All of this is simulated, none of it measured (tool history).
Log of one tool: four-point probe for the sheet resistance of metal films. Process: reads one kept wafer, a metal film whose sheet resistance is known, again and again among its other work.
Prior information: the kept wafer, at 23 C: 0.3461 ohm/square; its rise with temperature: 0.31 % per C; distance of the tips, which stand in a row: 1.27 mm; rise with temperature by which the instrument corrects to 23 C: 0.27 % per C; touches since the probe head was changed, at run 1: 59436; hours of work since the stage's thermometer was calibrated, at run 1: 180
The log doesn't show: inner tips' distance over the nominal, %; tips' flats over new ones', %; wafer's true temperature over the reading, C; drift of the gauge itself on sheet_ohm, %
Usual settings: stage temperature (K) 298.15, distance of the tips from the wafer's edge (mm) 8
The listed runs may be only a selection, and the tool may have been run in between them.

run,hour,stage temperature (K),distance of the tips from the wafer's edge (mm),touches since the probe head was changed,hours of work since the stage's thermometer was calibrated,sheet resistance as the instrument gives it (ohm/square)
1,0,298.15,8,59436,180,0.346568
2,26.4,298.15,8,60395,191,0.34647
3,55.2,298.15,8,61446,203,0.346389
4,81.7,300.15,8,62411,214,0.346553
5,103.6,300.15,8,63210,223,0.346551
6,124.1,298.15,8,63954,232,0.34631
7,152.4,298.15,8,64986,243,0.346197
8,172.1,298.15,8,65703,251,0.346279
9,201.4,298.15,8,66769,264,0.34616
10,224.5,298.15,8,67612,273,0.346148
11,256.6,298.15,8,68780,286,0.346008
12,278.7,298.15,8,69583,295,0.345992
13,306.9,292.15,8,70610,307,0.345276
14,335.2,292.15,10,71641,319,0.343559
15,361.5,295.15,8,72599,330,0.345528
16,392.2,298.15,8,73717,342,0.345905
17,413.4,296.15,45,74490,351,0.341115
18,441,306.15,11,75494,363,0.344551

Predict the results of run 19:
19,470.8,295.15,5,76580,375,?

{"run 19": {"sheet resistance as the instrument gives it (ohm/square)": 0.352032}}
Had the tool carried no hidden state, the very same run would have given sheet resistance as the instrument gives it (ohm/square) 0.357375.
